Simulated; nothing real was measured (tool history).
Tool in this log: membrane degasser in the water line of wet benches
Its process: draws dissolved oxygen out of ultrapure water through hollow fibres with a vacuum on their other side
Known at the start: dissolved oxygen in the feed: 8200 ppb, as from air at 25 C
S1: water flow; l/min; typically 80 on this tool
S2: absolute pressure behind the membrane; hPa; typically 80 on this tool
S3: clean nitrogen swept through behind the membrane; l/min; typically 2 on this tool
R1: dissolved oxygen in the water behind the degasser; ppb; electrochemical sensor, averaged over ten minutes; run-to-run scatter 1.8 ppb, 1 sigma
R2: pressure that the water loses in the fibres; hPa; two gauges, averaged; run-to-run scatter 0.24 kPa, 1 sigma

| run | hour | S1 | S2 | S3 | R1 | R2 |
|---|---|---|---|---|---|---|
| 1 | 0 | 80 | 80 | 2 | 388 | 635.3 |
| 2 | 87.2 | 49 | 80 | 2 | 255 | 386.3 |
| 3 | 213.2 | 49 | 80 | 2 | 257.6 | 385.2 |
| 4 | 313.3 | 49 | 134.2 | 2 | 517.6 | 389.6 |
| 5 | 441.5 | 80 | 80 | 2 | 390.7 | 639.1 |
| 6 | 517.5 | 80 | 80 | 4.67 | 199 | 639.5 |
| 7 | 635 | 80 | 80 | 3.31 | 263.7 | 639.8 |
| 8 | 701.1 | 80 | 80 | 2 | 391.8 | 636.6 |
| 9 | 834.9 | 80 | 80 | 2 | 398.7 | 634.5 |
| 10 | 951 | 76 | 70.1 | 5.63 | 133.8 | 609.3 |
| 11 | 1041 | 49 | 195.7 | 2.17 | 764.8 | 390.6 |
| 12 | 1179.2 | 49 | 195.7 | 1.39 | 1076.5 | 395.1 |
| 13 | 1278.6 | 49 | 195.7 | 1.39 | 1068.5 | 392.3 |
| 14 | 1420.7 | 102 | 80 | 0.97 | 771.7 | 814.7 |
| 15 | 1530.3 | 81 | 80 | 1 | 649.1 | 655.9 |
| 16 | 1682.4 | 80 | 61.1 | 2 | 257.3 | 642.6 |

The same runs without the tool's hidden state, with the same run-to-run variation:
The tool's hidden condition here consists of: membrane still open, %; true pressure behind the membrane over the reading, kPa; air that leaks in behind the membrane, l/min; drift of the gauge itself on oxygen_ppb, %; drift of the gauge itself on loss_of_pressure_kpa, %.
| run | R1 | R2 |
|---|---|---|
| 1 | 379.4 | 613.3 |
| 2 | 249.7 | 372.5 |
| 3 | 251.7 | 371.1 |
| 4 | 511.7 | 375 |
| 5 | 379.2 | 614.6 |
| 6 | 191.5 | 614.5 |
| 7 | 254.2 | 614.2 |
| 8 | 378.6 | 610.6 |
| 9 | 384.5 | 607.9 |
| 10 | 126.1 | 583.1 |
| 11 | 756.6 | 373.6 |
| 12 | 1065.3 | 377.5 |
| 13 | 1056.9 | 374.3 |
| 14 | 739.3 | 776.3 |
| 15 | 621.7 | 624.6 |
| 16 | 237.3 | 610.8 |

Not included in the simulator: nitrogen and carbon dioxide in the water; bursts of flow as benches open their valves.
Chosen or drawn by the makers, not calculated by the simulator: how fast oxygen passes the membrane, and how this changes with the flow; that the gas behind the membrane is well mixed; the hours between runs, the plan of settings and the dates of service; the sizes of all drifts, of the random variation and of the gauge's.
